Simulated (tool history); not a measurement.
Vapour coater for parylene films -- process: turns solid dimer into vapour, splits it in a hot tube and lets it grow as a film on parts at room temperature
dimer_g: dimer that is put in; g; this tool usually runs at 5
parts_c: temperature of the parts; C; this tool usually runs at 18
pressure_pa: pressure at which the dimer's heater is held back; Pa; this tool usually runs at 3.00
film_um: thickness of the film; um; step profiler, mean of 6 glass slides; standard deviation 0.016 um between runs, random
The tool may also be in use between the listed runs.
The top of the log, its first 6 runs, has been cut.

run	hour	dimer_g	parts_c	pressure_pa	film_um
7	131.1	3	18	3.00	2.16
8	156.5	5	18	3.00	3.57
9	170.3	5	18	7.35	3.28
10	199.4	5	18	11.23	3.15
11	225.2	5	18	3.00	3.55
12	250.4	5	18	3.00	3.54
13	264.5	5	18	3.60	3.49
14	276.9	5	18	3.60	3.46
15	297.7	5	18	3.60	3.46
16	315.8	5	18	3.60	3.46
# hour 329.2: gauge calibrated
17	333.9	5	18	3.60	3.58
18	347.3	5	18	3.60	3.56
19	360.5	5	18	10.59	3.20
20	378.9	3	15	3.00	2.43
21	396.6	3	23	3.00	1.80
22	425.2	3	23	3.00	1.77
23	447.5	3	23	3.00	1.78
24	463.8	3	23	3.00	1.77
25	481.1	5	14	3.00	4.15
# hour 506.0: trap's valve overhauled
26	514.2	2	18	8.67	1.28
27	537.2	7	11	2.62	6.60
28	556.7	4	18	5.46	2.67

Predict the results of run 29:
29	579.0	4	16	5.46	?

Run 29 came out at film_um 2.88 um.
Had the tool carried no hidden state, the very same run would have given film_um 2.95 um.
